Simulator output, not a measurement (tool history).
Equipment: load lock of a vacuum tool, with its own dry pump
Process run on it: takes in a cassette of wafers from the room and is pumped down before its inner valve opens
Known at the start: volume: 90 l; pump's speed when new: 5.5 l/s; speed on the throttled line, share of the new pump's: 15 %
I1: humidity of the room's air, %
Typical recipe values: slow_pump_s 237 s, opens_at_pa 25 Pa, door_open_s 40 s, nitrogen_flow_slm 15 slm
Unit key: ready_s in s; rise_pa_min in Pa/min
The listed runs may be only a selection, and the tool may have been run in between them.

{"run": 1, "day": 0.0, "slow_pump_s": 237, "opens_at_pa": 25, "door_open_s": 40, "nitrogen_flow_slm": 15, "I1": 44.6, "ready_s": 338.0, "rise_pa_min": 0.015}
{"run": 2, "day": 1.638, "slow_pump_s": 237, "opens_at_pa": 25, "door_open_s": 40, "nitrogen_flow_slm": 15, "I1": 44.4, "ready_s": 335.9, "rise_pa_min": 0.014}
{"run": 3, "day": 5.142, "slow_pump_s": 237, "opens_at_pa": 25, "door_open_s": 40, "nitrogen_flow_slm": 31, "I1": 44.8, "ready_s": 337.2, "rise_pa_min": 0.013}
{"run": 4, "day": 7.621, "slow_pump_s": 156, "opens_at_pa": 25, "door_open_s": 40, "nitrogen_flow_slm": 15, "I1": 47.4, "ready_s": 266.8, "rise_pa_min": 0.02}
{"run": 5, "day": 10.725, "slow_pump_s": 237, "opens_at_pa": 25, "door_open_s": 174, "nitrogen_flow_slm": 15, "I1": 44.9, "ready_s": 337.2, "rise_pa_min": 0.025}
{"run": 6, "day": 13.217, "slow_pump_s": 136, "opens_at_pa": 25, "door_open_s": 40, "nitrogen_flow_slm": 15, "I1": 43.6, "ready_s": 250.8, "rise_pa_min": 0.022}
{"run": 7, "day": 15.967, "slow_pump_s": 136, "opens_at_pa": 25, "door_open_s": 40, "nitrogen_flow_slm": 15, "I1": 40.7, "ready_s": 251.2, "rise_pa_min": 0.018}
{"run": 8, "day": 17.604, "slow_pump_s": 257, "opens_at_pa": 25, "door_open_s": 40, "nitrogen_flow_slm": 15, "I1": 44.3, "ready_s": 349.7, "rise_pa_min": 0.02}
{"run": 9, "day": 19.558, "slow_pump_s": 153, "opens_at_pa": 25, "door_open_s": 40, "nitrogen_flow_slm": 15, "I1": 46.6, "ready_s": 265.5, "rise_pa_min": 0.016}
{"run": 10, "day": 21.6, "slow_pump_s": 153, "opens_at_pa": 25, "door_open_s": 40, "nitrogen_flow_slm": 15, "I1": 47.3, "ready_s": 264.2, "rise_pa_min": 0.023}
{"run": 11, "day": 24.021, "slow_pump_s": 153, "opens_at_pa": 25, "door_open_s": 231, "nitrogen_flow_slm": 15, "I1": 47.7, "ready_s": 265.4, "rise_pa_min": 0.035}
{"run": 12, "day": 26.796, "slow_pump_s": 153, "opens_at_pa": 25, "door_open_s": 231, "nitrogen_flow_slm": 15, "I1": 44.3, "ready_s": 265.2, "rise_pa_min": 0.03}
{"run": 13, "day": 30.396, "slow_pump_s": 153, "opens_at_pa": 25, "door_open_s": 231, "nitrogen_flow_slm": 15, "I1": 44.6, "ready_s": 266.8, "rise_pa_min": 0.036}
{"run": 14, "day": 34.183, "slow_pump_s": 237, "opens_at_pa": 43, "door_open_s": 209, "nitrogen_flow_slm": 15, "I1": 42.5, "ready_s": 331.2, "rise_pa_min": 0.036}
{"run": 15, "day": 35.929, "slow_pump_s": 237, "opens_at_pa": 39, "door_open_s": 32, "nitrogen_flow_slm": 15, "I1": 45.5, "ready_s": 332.2, "rise_pa_min": 0.025}
{"run": 16, "day": 37.921, "slow_pump_s": 147, "opens_at_pa": 47, "door_open_s": 43, "nitrogen_flow_slm": 15, "I1": 44.4, "ready_s": 249.5, "rise_pa_min": 0.033}
{"run": 17, "day": 40.954, "slow_pump_s": 237, "opens_at_pa": 19, "door_open_s": 26, "nitrogen_flow_slm": 5, "I1": 48.0, "ready_s": 342.6, "rise_pa_min": 0.025}
{"run": 18, "day": 44.538, "slow_pump_s": 237, "opens_at_pa": 19, "door_open_s": 26, "nitrogen_flow_slm": 5, "I1": 46.0, "ready_s": 340.3, "rise_pa_min": 0.032}
{"run": 19, "day": 47.758, "slow_pump_s": 237, "opens_at_pa": 19, "door_open_s": 26, "nitrogen_flow_slm": 5, "I1": 47.2, "ready_s": 341.3, "rise_pa_min": 0.037}
{"run": 20, "day": 50.138, "slow_pump_s": 237, "opens_at_pa": 19, "door_open_s": 26, "nitrogen_flow_slm": 45, "I1": 46.2, "ready_s": 340.9, "rise_pa_min": 0.027}
{"run": 21, "day": 53.808, "slow_pump_s": 221, "opens_at_pa": 25, "door_open_s": 27, "nitrogen_flow_slm": 13, "I1": 46.6, "ready_s": 324.3, "rise_pa_min": 0.026}

Predict the results of run 22:
{"run": 22, "day": 55.617, "slow_pump_s": 237, "opens_at_pa": 40, "door_open_s": 28, "nitrogen_flow_slm": 15, "I1": 45.7, "ready_s": "?", "rise_pa_min": "?"}

ready_s: 325.5 s
rise_pa_min: 0.036 Pa/min
With the hidden condition absent and the run-to-run variation left alone, this run would have shown ready_s 324.8 s, rise_pa_min 0.015 Pa/min.
